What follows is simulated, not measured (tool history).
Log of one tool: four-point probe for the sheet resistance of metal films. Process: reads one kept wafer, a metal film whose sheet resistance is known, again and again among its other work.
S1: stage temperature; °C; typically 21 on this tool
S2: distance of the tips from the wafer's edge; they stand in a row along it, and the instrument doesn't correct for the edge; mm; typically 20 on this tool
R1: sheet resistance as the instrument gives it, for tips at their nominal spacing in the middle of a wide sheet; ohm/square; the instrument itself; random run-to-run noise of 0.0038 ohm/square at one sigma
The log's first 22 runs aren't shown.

run,day,S1,S2,R1
23,12.488,23,18,18.938045
24,13.021,30,14,18.946688
25,13.496,24,5,19.02978
26,14.221,24,5,19.039165
27,14.742,24,5,19.034997
28,15.538,24,3,19.207271
29,16.175,24,3,19.214436
30,16.729,21,24,18.933261
31,17.275,25,3,19.211943
32,17.725,27,48,18.931239
33,18.221,34,6,19.003698
# day 18.771: stage's thermometer calibrated
34,19.058,31,4,19.102993
35,19.788,31,4,19.098136
36,20.238,30,69,18.941528
37,20.762,30,69,18.932515
38,21.204,30,69,18.940139
39,21.817,18,10,18.960725
40,22.5,24,3,19.210839

Here are 3 independent what-if runs from the current tool condition. What would each one return?
A,22.975,27,10,?
B,22.975,32,20,?
C,22.975,25,20,?

run,R1
A,18.967654
B,18.944248
C,18.935758
The same runs, with their run-to-run variation unchanged, on a tool lacking any hidden condition would have given:
run,R1
A,19.009248
B,18.985675
C,18.977334
